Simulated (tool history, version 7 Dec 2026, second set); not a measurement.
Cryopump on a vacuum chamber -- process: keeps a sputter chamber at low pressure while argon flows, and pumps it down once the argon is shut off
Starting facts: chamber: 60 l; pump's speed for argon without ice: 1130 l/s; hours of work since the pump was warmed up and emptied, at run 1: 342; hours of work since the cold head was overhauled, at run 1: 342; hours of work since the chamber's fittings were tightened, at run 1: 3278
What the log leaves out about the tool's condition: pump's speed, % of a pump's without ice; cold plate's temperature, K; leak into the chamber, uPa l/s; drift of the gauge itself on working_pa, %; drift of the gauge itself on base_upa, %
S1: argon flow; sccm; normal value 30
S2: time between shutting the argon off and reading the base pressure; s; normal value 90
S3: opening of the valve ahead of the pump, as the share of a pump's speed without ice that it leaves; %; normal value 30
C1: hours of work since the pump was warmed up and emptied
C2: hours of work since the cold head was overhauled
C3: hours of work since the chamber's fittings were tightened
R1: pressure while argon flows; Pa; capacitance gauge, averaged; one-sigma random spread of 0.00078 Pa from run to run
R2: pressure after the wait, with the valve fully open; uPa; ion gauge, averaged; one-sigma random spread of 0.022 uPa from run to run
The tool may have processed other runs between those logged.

run 1 hour=0 | S1=30 S2=90 S3=30 | C1=342 C2=342 C3=3278 | R1=0.1597 R2=3.38
run 2 hour=13.6 | S1=30 S2=90 S3=47 | C1=352 C2=352 C3=3288 | R1=0.1056 R2=3.52
run 3 hour=21.8 | S1=30 S2=90 S3=30 | C1=359 C2=359 C3=3295 | R1=0.1599 R2=3.46
run 4 hour=33.9 | S1=30 S2=90 S3=30 | C1=368 C2=368 C3=3304 | R1=0.1606 R2=3.55
run 5 hour=46.8 | S1=30 S2=90 S3=30 | C1=378 C2=378 C3=3314 | R1=0.1611 R2=3.49
run 6 hour=54.6 | S1=30 S2=90 S3=30 | C1=384 C2=384 C3=3320 | R1=0.1616 R2=3.55
run 7 hour=66.9 | S1=30 S2=90 S3=30 | C1=394 C2=394 C3=3330 | R1=0.1613 R2=3.54
run 8 hour=74.2 | S1=22 S2=90 S3=30 | C1=399 C2=399 C3=3335 | R1=0.1175 R2=3.56
run 9 hour=87.2 | S1=22 S2=90 S3=30 | C1=409 C2=409 C3=3345 | R1=0.1195 R2=3.6
run 10 hour=95.7 | S1=30 S2=90 S3=42 | C1=416 C2=416 C3=3352 | R1=0.1186 R2=3.61
run 11 hour=103.4 | S1=16 S2=26 S3=32 | C1=422 C2=422 C3=3358 | R1=0.0814 R2=4.35
run 12 hour=111.9 | S1=16 S2=26 S3=32 | C1=428 C2=428 C3=3365 | R1=0.0822 R2=4.42
run 13 hour=120.1 | S1=16 S2=26 S3=25 | C1=435 C2=435 C3=3371 | R1=0.1015 R2=4.47
run 14 hour=129.4 | S1=18 S2=44 S3=30 | C1=442 C2=442 C3=3378 | R1=0.0969 R2=3.98
run 15 hour=136.4 | S1=21 S2=75 S3=30 | C1=447 C2=447 C3=3383 | R1=0.1138 R2=3.84
run 16 hour=148.2 | S1=25 S2=252 S3=30 | C1=456 C2=456 C3=3393 | R1=0.1378 R2=3.55
run 17 hour=163.2 | S1=30 S2=73 S3=22 | C1=468 C2=468 C3=3404 | R1=0.2186 R2=3.89
run 18 hour=178.3 | S1=34 S2=21 S3=20 | C1=480 C2=480 C3=3416 | R1=0.2724 R2=4.85
run 19 hour=188.1 | S1=34 S2=21 S3=20 | C1=487 C2=487 C3=3423 | R1=0.2708 R2=4.94

Predict each of these 5 candidate next runs independently; none follows another, all start after run 19:
run A hour=202.1 | S1=12 S2=23 S3=25 | C1=498 C2=498 C3=3434 | R1=? R2=?
run B hour=202.1 | S1=37 S2=90 S3=30 | C1=498 C2=498 C3=3434 | R1=? R2=?
run C hour=202.1 | S1=44 S2=90 S3=30 | C1=498 C2=498 C3=3434 | R1=? R2=?
run D hour=202.1 | S1=49 S2=24 S3=34 | C1=498 C2=498 C3=3434 | R1=? R2=?
run E hour=202.1 | S1=30 S2=179 S3=33 | C1=498 C2=498 C3=3434 | R1=? R2=?

run=A R1=0.0787 R2=4.75
run=B R1=0.2041 R2=3.8
run=C R1=0.2413 R2=3.86
run=D R1=0.242 R2=4.77
run=E R1=0.1507 R2=3.71
Without the tool's hidden state the same runs would have given:
run=A R1=0.0724 R2=1.48
run=B R1=0.1848 R2=0.56
run=C R1=0.2187 R2=0.58
run=D R1=0.2164 R2=1.45
run=E R1=0.1351 R2=0.44
